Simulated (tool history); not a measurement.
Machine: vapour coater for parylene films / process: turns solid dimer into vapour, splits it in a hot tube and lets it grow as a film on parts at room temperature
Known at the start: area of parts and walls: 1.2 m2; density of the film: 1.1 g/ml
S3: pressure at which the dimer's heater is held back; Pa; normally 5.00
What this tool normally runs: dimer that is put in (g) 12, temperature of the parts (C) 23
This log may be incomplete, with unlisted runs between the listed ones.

run 1 hour=0.0 | dimer_that_is_put_in_(g)=12 temperature_of_the_parts_(C)=23 S3=5.00 | thickness_of_the_film_(nm)=6120
run 2 hour=24.1 | dimer_that_is_put_in_(g)=12 temperature_of_the_parts_(C)=23 S3=3.63 | thickness_of_the_film_(nm)=6250
run 3 hour=46.4 | dimer_that_is_put_in_(g)=12 temperature_of_the_parts_(C)=23 S3=5.00 | thickness_of_the_film_(nm)=6200
run 4 hour=66.6 | dimer_that_is_put_in_(g)=12 temperature_of_the_parts_(C)=23 S3=5.00 | thickness_of_the_film_(nm)=6060
run 5 hour=91.8 | dimer_that_is_put_in_(g)=12 temperature_of_the_parts_(C)=23 S3=5.00 | thickness_of_the_film_(nm)=6160
run 6 hour=106.6 | dimer_that_is_put_in_(g)=12 temperature_of_the_parts_(C)=23 S3=5.00 | thickness_of_the_film_(nm)=6110
run 7 hour=118.3 | dimer_that_is_put_in_(g)=12 temperature_of_the_parts_(C)=23 S3=5.00 | thickness_of_the_film_(nm)=6060
run 8 hour=142.7 | dimer_that_is_put_in_(g)=12 temperature_of_the_parts_(C)=23 S3=5.00 | thickness_of_the_film_(nm)=6020
run 9 hour=163.6 | dimer_that_is_put_in_(g)=12 temperature_of_the_parts_(C)=15 S3=5.00 | thickness_of_the_film_(nm)=8610
run 10 hour=179.6 | dimer_that_is_put_in_(g)=12 temperature_of_the_parts_(C)=15 S3=5.00 | thickness_of_the_film_(nm)=8830
run 11 hour=191.2 | dimer_that_is_put_in_(g)=12 temperature_of_the_parts_(C)=15 S3=5.00 | thickness_of_the_film_(nm)=8640
run 12 hour=204.0 | dimer_that_is_put_in_(g)=12 temperature_of_the_parts_(C)=23 S3=5.00 | thickness_of_the_film_(nm)=6100
run 13 hour=228.3 | dimer_that_is_put_in_(g)=12 temperature_of_the_parts_(C)=23 S3=5.00 | thickness_of_the_film_(nm)=6000
run 14 hour=246.0 | dimer_that_is_put_in_(g)=12 temperature_of_the_parts_(C)=23 S3=5.00 | thickness_of_the_film_(nm)=6030
run 15 hour=266.5 | dimer_that_is_put_in_(g)=12 temperature_of_the_parts_(C)=17 S3=5.00 | thickness_of_the_film_(nm)=7820
run 16 hour=284.6 | dimer_that_is_put_in_(g)=12 temperature_of_the_parts_(C)=17 S3=5.00 | thickness_of_the_film_(nm)=7870
run 17 hour=295.4 | dimer_that_is_put_in_(g)=12 temperature_of_the_parts_(C)=17 S3=5.00 | thickness_of_the_film_(nm)=7940
run 18 hour=307.2 | dimer_that_is_put_in_(g)=12 temperature_of_the_parts_(C)=17 S3=5.00 | thickness_of_the_film_(nm)=8010
run 19 hour=330.1 | dimer_that_is_put_in_(g)=11 temperature_of_the_parts_(C)=23 S3=5.00 | thickness_of_the_film_(nm)=5470
run 20 hour=346.3 | dimer_that_is_put_in_(g)=11 temperature_of_the_parts_(C)=22 S3=5.00 | thickness_of_the_film_(nm)=5770
run 21 hour=364.4 | dimer_that_is_put_in_(g)=12 temperature_of_the_parts_(C)=23 S3=5.00 | thickness_of_the_film_(nm)=5910
run 22 hour=385.6 | dimer_that_is_put_in_(g)=12 temperature_of_the_parts_(C)=23 S3=5.00 | thickness_of_the_film_(nm)=5910
run 23 hour=402.1 | dimer_that_is_put_in_(g)=12 temperature_of_the_parts_(C)=23 S3=5.00 | thickness_of_the_film_(nm)=5810
run 24 hour=414.4 | dimer_that_is_put_in_(g)=17 temperature_of_the_parts_(C)=23 S3=5.00 | thickness_of_the_film_(nm)=8360
run 25 hour=438.8 | dimer_that_is_put_in_(g)=10 temperature_of_the_parts_(C)=17 S3=5.55 | thickness_of_the_film_(nm)=6520
run 26 hour=454.6 | dimer_that_is_put_in_(g)=10 temperature_of_the_parts_(C)=17 S3=5.55 | thickness_of_the_film_(nm)=6540
run 27 hour=467.0 | dimer_that_is_put_in_(g)=10 temperature_of_the_parts_(C)=17 S3=5.55 | thickness_of_the_film_(nm)=6500
run 28 hour=483.4 | dimer_that_is_put_in_(g)=12 temperature_of_the_parts_(C)=30 S3=3.04 | thickness_of_the_film_(nm)=4360
run 29 hour=503.5 | dimer_that_is_put_in_(g)=20 temperature_of_the_parts_(C)=34 S3=2.14 | thickness_of_the_film_(nm)=6190
run 30 hour=516.2 | dimer_that_is_put_in_(g)=20 temperature_of_the_parts_(C)=34 S3=2.14 | thickness_of_the_film_(nm)=6120
run 31 hour=531.9 | dimer_that_is_put_in_(g)=20 temperature_of_the_parts_(C)=34 S3=2.14 | thickness_of_the_film_(nm)=6070
run 32 hour=546.5 | dimer_that_is_put_in_(g)=7 temperature_of_the_parts_(C)=23 S3=2.36 | thickness_of_the_film_(nm)=3530
-- hour=552.1 trap's valve overhauled
run 33 hour=572.7 | dimer_that_is_put_in_(g)=16 temperature_of_the_parts_(C)=19 S3=5.00 | thickness_of_the_film_(nm)=10010
run 34 hour=592.0 | dimer_that_is_put_in_(g)=14 temperature_of_the_parts_(C)=16 S3=6.52 | thickness_of_the_film_(nm)=9790
run 35 hour=610.9 | dimer_that_is_put_in_(g)=5 temperature_of_the_parts_(C)=28 S3=3.65 | thickness_of_the_film_(nm)=2060
run 36 hour=625.9 | dimer_that_is_put_in_(g)=12 temperature_of_the_parts_(C)=20 S3=2.02 | thickness_of_the_film_(nm)=7400
run 37 hour=647.3 | dimer_that_is_put_in_(g)=12 temperature_of_the_parts_(C)=24 S3=3.55 | thickness_of_the_film_(nm)=5950
run 38 hour=659.1 | dimer_that_is_put_in_(g)=12 temperature_of_the_parts_(C)=24 S3=3.55 | thickness_of_the_film_(nm)=5910
run 39 hour=678.6 | dimer_that_is_put_in_(g)=7 temperature_of_the_parts_(C)=21 S3=5.00 | thickness_of_the_film_(nm)=3880
run 40 hour=691.3 | dimer_that_is_put_in_(g)=10 temperature_of_the_parts_(C)=16 S3=9.02 | thickness_of_the_film_(nm)=6820
run 41 hour=711.2 | dimer_that_is_put_in_(g)=6 temperature_of_the_parts_(C)=23 S3=5.00 | thickness_of_the_film_(nm)=3060
run 42 hour=722.0 | dimer_that_is_put_in_(g)=6 temperature_of_the_parts_(C)=23 S3=5.00 | thickness_of_the_film_(nm)=3040
run 43 hour=743.9 | dimer_that_is_put_in_(g)=11 temperature_of_the_parts_(C)=31 S3=4.88 | thickness_of_the_film_(nm)=3800
run 44 hour=764.3 | dimer_that_is_put_in_(g)=12 temperature_of_the_parts_(C)=32 S3=8.16 | thickness_of_the_film_(nm)=3780
run 45 hour=787.3 | dimer_that_is_put_in_(g)=12 temperature_of_the_parts_(C)=32 S3=8.16 | thickness_of_the_film_(nm)=3880
run 46 hour=805.4 | dimer_that_is_put_in_(g)=12 temperature_of_the_parts_(C)=31 S3=7.33 | thickness_of_the_film_(nm)=4040
run 47 hour=824.5 | dimer_that_is_put_in_(g)=6 temperature_of_the_parts_(C)=15 S3=6.66 | thickness_of_the_film_(nm)=4270

What if the next run were any one of these 4? Each begins from the tool's condition after run 47:
run A hour=848.0 | dimer_that_is_put_in_(g)=16 temperature_of_the_parts_(C)=35 S3=2.17 | thickness_of_the_film_(nm)=?
run B hour=848.0 | dimer_that_is_put_in_(g)=6 temperature_of_the_parts_(C)=25 S3=10.63 | thickness_of_the_film_(nm)=?
run C hour=848.0 | dimer_that_is_put_in_(g)=22 temperature_of_the_parts_(C)=24 S3=5.00 | thickness_of_the_film_(nm)=?
run D hour=848.0 | dimer_that_is_put_in_(g)=6 temperature_of_the_parts_(C)=21 S3=6.66 | thickness_of_the_film_(nm)=?

run=A thickness_of_the_film_(nm)=4770
run=B thickness_of_the_film_(nm)=2650
run=C thickness_of_the_film_(nm)=10640
run=D thickness_of_the_film_(nm)=3290
Had the tool no hidden state, the same runs would have come out as:
run=A thickness_of_the_film_(nm)=4930
run=B thickness_of_the_film_(nm)=2740
run=C thickness_of_the_film_(nm)=11000
run=D thickness_of_the_film_(nm)=3400
